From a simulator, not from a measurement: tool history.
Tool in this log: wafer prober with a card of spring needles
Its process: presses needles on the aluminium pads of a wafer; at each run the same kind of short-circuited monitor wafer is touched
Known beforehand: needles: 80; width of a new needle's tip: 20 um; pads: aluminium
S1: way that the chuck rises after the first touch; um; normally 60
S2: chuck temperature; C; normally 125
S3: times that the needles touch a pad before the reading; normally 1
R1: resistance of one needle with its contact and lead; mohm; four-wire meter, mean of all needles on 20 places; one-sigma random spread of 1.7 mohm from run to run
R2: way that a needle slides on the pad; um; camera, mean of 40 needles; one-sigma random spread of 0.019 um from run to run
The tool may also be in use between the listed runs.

Run 1, hour 0.0: usual settings. Result: R1 172 mohm, R2 13.65 um.
Run 2, hour 12.5: usual settings. Result: R1 175 mohm, R2 13.64 um.
At hour 14.1: tips cleaned on abrasive film.
At hour 30.2: tips cleaned on abrasive film.
Run 3, hour 36.5: usual settings but S2 29 C. Result: R1 155 mohm, R2 13.68 um.
At hour 45.8: tips cleaned on abrasive film.
Run 4, hour 48.5: usual settings but S2 29 C. Result: R1 155 mohm, R2 13.67 um.
At hour 62.2: tips cleaned on abrasive film.
Run 5, hour 63.6: usual settings but S3 2. Result: R1 173 mohm, R2 13.68 um.
At hour 77.9: tips cleaned on abrasive film.
Run 6, hour 88.0: usual settings but S3 2. Result: R1 176 mohm, R2 13.66 um.
At hour 94.3: tips cleaned on abrasive film.
At hour 109.9: tips cleaned on abrasive film.
Run 7, hour 109.9: usual settings but S3 2. Result: R1 172 mohm, R2 13.67 um.
At hour 124.6: tips cleaned on abrasive film.
Run 8, hour 124.6: usual settings but S3 2. Result: R1 170 mohm, R2 13.64 um.
At hour 127.4: height of the first contact set anew.
At hour 139.8: tips cleaned on abrasive film.
Run 9, hour 146.4: usual settings. Result: R1 175 mohm, R2 13.69 um.
At hour 155.5: tips cleaned on abrasive film.
Run 10, hour 165.2: usual settings. Result: R1 178 mohm, R2 13.68 um.
At hour 170.4: tips cleaned on abrasive film.
At hour 184.6: tips cleaned on abrasive film.
Run 11, hour 185.5: usual settings. Result: R1 174 mohm, R2 13.65 um.
At hour 199.3: tips cleaned on abrasive film.
Run 12, hour 207.0: usual settings. Result: R1 174 mohm, R2 13.68 um.
At hour 215.0: tips cleaned on abrasive film.
At hour 229.9: tips cleaned on abrasive film.
Run 13, hour 231.8: usual settings. Result: R1 174 mohm, R2 13.64 um.
At hour 246.2: tips cleaned on abrasive film.
Run 14, hour 249.2: usual settings. Result: R1 174 mohm, R2 13.66 um.
At hour 262.1: tips cleaned on abrasive film.
Run 15, hour 270.5: usual settings. Result: R1 175 mohm, R2 13.63 um.
At hour 277.1: tips cleaned on abrasive film.
At hour 291.8: tips cleaned on abrasive film.
Run 16, hour 293.5: usual settings but S1 72 um, S3 2. Result: R1 170 mohm, R2 16.38 um.
At hour 306.8: tips cleaned on abrasive film.
Run 17, hour 307.2: usual settings but S1 55 um, S2 65 C, S3 3. Result: R1 164 mohm, R2 12.51 um.
Run 18, hour 319.4: usual settings but S1 41 um, S2 30 C, S3 2. Result: R1 167 mohm, R2 9.31 um.
At hour 321.1: tips cleaned on abrasive film.
At hour 335.7: tips cleaned on abrasive film.
Run 19, hour 346.3: usual settings but S1 41 um, S2 30 C, S3 2. Result: R1 165 mohm, R2 9.34 um.
At hour 351.2: tips cleaned on abrasive film.
At hour 366.3: tips cleaned on abrasive film.
At hour 371.2: height of the first contact set anew.
Run 20, hour 376.3: usual settings but S1 46 um, S2 30 C. Result: R1 166 mohm, R2 10.48 um.
At hour 382.2: tips cleaned on abrasive film.
Run 21, hour 394.3: usual settings but S1 46 um, S2 30 C. Result: R1 164 mohm, R2 10.48 um.

Estimate the outcome of run 22 from the log above:
At hour 396.5: tips cleaned on abrasive film.
At hour 412.4: tips cleaned on abrasive film.
Run 22, hour 416.4: usual settings but S1 46 um, S2 83 C. Result: R1 ?, R2 ?.

R1: 175 mohm
R2: 10.47 um
Without the tool's hidden state the same run would have given R1 174 mohm, R2 10.47 um.
